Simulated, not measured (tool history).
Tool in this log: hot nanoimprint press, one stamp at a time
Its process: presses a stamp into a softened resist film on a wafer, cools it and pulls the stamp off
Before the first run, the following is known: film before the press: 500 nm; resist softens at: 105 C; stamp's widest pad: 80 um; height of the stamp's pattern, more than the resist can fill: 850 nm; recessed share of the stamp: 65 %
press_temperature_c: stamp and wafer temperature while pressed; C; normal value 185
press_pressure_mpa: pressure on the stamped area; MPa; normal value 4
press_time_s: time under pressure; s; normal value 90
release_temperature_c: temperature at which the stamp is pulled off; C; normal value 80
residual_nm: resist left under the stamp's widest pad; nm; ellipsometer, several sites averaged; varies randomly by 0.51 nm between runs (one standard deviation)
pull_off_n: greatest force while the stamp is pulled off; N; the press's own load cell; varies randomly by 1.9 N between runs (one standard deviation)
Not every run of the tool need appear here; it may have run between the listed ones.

| run | day | press_temperature_c | press_pressure_mpa | press_time_s | release_temperature_c | residual_nm | pull_off_n |
|---|---|---|---|---|---|---|---|
| 1 | 0 | 185 | 4 | 90 | 80 | 236.3 | 96 |
| 2 | 1.267 | 185 | 4 | 90 | 80 | 236.8 | 99 |
| 3 | 2.254 | 185 | 4 | 90 | 80 | 236.1 | 101 |
| 4 | 3.488 | 190 | 4 | 90 | 80 | 209.7 | 98 |
| 5 | 4.704 | 185 | 4 | 90 | 80 | 237.3 | 103 |
| 6 | 6.058 | 185 | 4 | 90 | 80 | 235.8 | 99 |
| 7 | 6.767 | 185 | 4 | 90 | 80 | 237 | 102 |
| 8 | 8.154 | 185 | 4 | 90 | 80 | 236.5 | 98 |
| 9 | 9.438 | 185 | 4 | 90 | 80 | 236.9 | 100 |
| 10 | 10.454 | 177 | 4.84 | 45 | 78 | 324.9 | 103 |
| 11 | 11.725 | 183 | 4 | 59 | 85 | 284.6 | 87 |
| 12 | 12.821 | 183 | 4 | 59 | 85 | 285.6 | 91 |
| 13 | 14.333 | 195 | 4.23 | 59 | 77 | 211.2 | 106 |
| 14 | 15.692 | 195 | 4.23 | 55 | 67 | 216 | 118 |
| 15 | 17.033 | 185 | 4 | 61 | 69 | 269.6 | 114 |
| 16 | 17.783 | 185 | 4 | 61 | 69 | 269.3 | 119 |
| 17 | 19.204 | 185 | 4 | 61 | 79 | 269.2 | 100 |
| 18 | 20.338 | 185 | 4 | 61 | 79 | 270.1 | 99 |

Put back what was entered between runs (2 entries, withheld): which listed runs does each sit between, and how does the hidden state differ from the listed run before to the listed run after?
Run 4 -> run 5: plate thermocouple calibrated (day 4.612)
  true temperature over the reading, C: -0.02 -> 0; grip of the stamp's worn release coat, % over a new coat's: 1 -> 1.1
Run 7 -> run 8: stamp cleaned and given a new release coat (day 7.4)
  grip of the stamp's worn release coat, % over a new coat's: 1.2 -> 0

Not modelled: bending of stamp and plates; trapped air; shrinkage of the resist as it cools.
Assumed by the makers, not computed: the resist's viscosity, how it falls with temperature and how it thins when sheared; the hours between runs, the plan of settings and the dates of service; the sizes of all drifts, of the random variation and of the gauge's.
